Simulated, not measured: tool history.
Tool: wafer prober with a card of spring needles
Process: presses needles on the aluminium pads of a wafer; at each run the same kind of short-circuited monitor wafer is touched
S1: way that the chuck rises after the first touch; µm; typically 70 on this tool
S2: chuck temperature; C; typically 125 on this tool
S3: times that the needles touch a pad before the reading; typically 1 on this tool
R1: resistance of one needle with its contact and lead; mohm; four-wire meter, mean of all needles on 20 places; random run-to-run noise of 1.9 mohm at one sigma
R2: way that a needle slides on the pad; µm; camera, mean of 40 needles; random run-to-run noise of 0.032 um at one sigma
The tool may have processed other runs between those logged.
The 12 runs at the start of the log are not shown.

| run | hour | S1 | S2 | S3 | R1 | R2 |
|---|---|---|---|---|---|---|
| 13 | 238.6 | 70 | 125 | 3 | 206 | 13.63 |
|  | 244.6 | tips cleaned on abrasive film |
| 14 | 255.3 | 70 | 125 | 1 | 211 | 13.59 |
|  | 267.2 | tips cleaned on abrasive film |
| 15 | 276.4 | 81 | 125 | 1 | 210 | 15.78 |
|  | 289.8 | tips cleaned on abrasive film |
| 16 | 294 | 70 | 47 | 1 | 188 | 13.52 |
|  | 313 | tips cleaned on abrasive film |
| 17 | 316.4 | 70 | 47 | 1 | 189 | 13.6 |
| 18 | 328.3 | 70 | 47 | 1 | 203 | 13.5 |
|  | 336.6 | tips cleaned on abrasive film |
| 19 | 349.3 | 87 | 118 | 1 | 209 | 16.86 |
|  | 360.7 | tips cleaned on abrasive film |
| 20 | 375.1 | 70 | 30 | 1 | 200 | 13.47 |
|  | 383.2 | tips cleaned on abrasive film |
| 21 | 398.1 | 66 | 108 | 2 | 213 | 12.72 |
|  | 407 | tips cleaned on abrasive film |
| 22 | 423.2 | 66 | 108 | 2 | 209 | 12.67 |
|  | 430.7 | tips cleaned on abrasive film |
| 23 | 444.4 | 61 | 64 | 2 | 201 | 11.7 |
|  | 453 | tips cleaned on abrasive film |
| 24 | 463.2 | 70 | 66 | 3 | 194 | 13.37 |
|  | 475.6 | tips cleaned on abrasive film |
| 25 | 481.6 | 86 | 125 | 3 | 198 | 16.52 |
| 26 | 493.4 | 60 | 125 | 3 | 208 | 11.42 |
|  | 495.9 | height of the first contact set anew |
|  | 498.8 | tips cleaned on abrasive film |
| 27 | 507.2 | 82 | 36 | 1 | 190 | 16.22 |
|  | 522.6 | tips cleaned on abrasive film |
| 28 | 527.5 | 82 | 36 | 1 | 189 | 16.19 |
|  | 545.5 | tips cleaned on abrasive film |
| 29 | 546.6 | 56 | 125 | 1 | 205 | 11.03 |
| 30 | 559.8 | 62 | 125 | 2 | 213 | 12.23 |

Alternative continuations, all from the tool just after run 30; predict every row:
|  | 568.2 | tips cleaned on abrasive film |
| A | 585.1 | 86 | 123 | 2 | ? | ? |
|  | 568.2 | tips cleaned on abrasive film |
| B | 585.1 | 59 | 58 | 2 | ? | ? |
|  | 568.2 | tips cleaned on abrasive film |
| C | 585.1 | 62 | 125 | 3 | ? | ? |
|  | 568.2 | tips cleaned on abrasive film |
| D | 585.1 | 74 | 125 | 1 | ? | ? |

| run | R1 | R2 |
|---|---|---|
| A | 205 | 16.96 |
| B | 204 | 11.66 |
| C | 205 | 12.21 |
| D | 217 | 14.56 |
What these runs would have given with no unlogged condition in the tool:
| run | R1 | R2 |
|---|---|---|
| A | 196 | 17.03 |
| B | 187 | 11.73 |
| C | 197 | 12.28 |
| D | 201 | 14.63 |

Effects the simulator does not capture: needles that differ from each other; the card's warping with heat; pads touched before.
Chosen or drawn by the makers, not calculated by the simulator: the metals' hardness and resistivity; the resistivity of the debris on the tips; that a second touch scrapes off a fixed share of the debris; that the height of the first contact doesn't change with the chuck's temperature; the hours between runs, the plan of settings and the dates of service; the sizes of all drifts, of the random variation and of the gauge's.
